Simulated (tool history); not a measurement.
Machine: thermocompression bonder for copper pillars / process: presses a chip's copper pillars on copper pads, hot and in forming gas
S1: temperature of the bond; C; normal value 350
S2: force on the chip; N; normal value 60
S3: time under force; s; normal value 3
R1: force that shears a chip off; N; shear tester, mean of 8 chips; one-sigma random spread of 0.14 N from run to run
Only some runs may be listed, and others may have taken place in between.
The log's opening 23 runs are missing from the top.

run    hour   S1  S2  S3    R1
 24  1023.9  350  64   5  56.1
 25  1080.1  350  64   5  56.1
 26  1113.3  350  64   5  56.6
 27  1178.0  347  64   5  54.5
 28  1214.6  377  43   3  44.4
 29  1259.3  329  60   5  41.9
 30  1315.7  329  60   5  42.0
 31  1371.6  336  60   3  38.1
 32  1412.3  333  45   8  39.5
     1456.2  -- forming gas filter changed
 33  1478.0  321  68   9  52.2
 34  1514.2  365  77   8  78.5
 35  1567.7  365  77   8  78.6
 36  1612.7  365  77   8  78.8

3 ways to go on from here, each from the tool as it stands after run 36. What would each give?
  A  1665.2  370  59   3   ?
  B  1665.2  376  56   3   ?
  C  1665.2  335  39   8   ?

run    R1
  A  55.6
  B  56.1
  C  35.4
Had the tool no hidden state, the same runs would have come out as:
run    R1
  A  54.2
  B  54.7
  C  34.5

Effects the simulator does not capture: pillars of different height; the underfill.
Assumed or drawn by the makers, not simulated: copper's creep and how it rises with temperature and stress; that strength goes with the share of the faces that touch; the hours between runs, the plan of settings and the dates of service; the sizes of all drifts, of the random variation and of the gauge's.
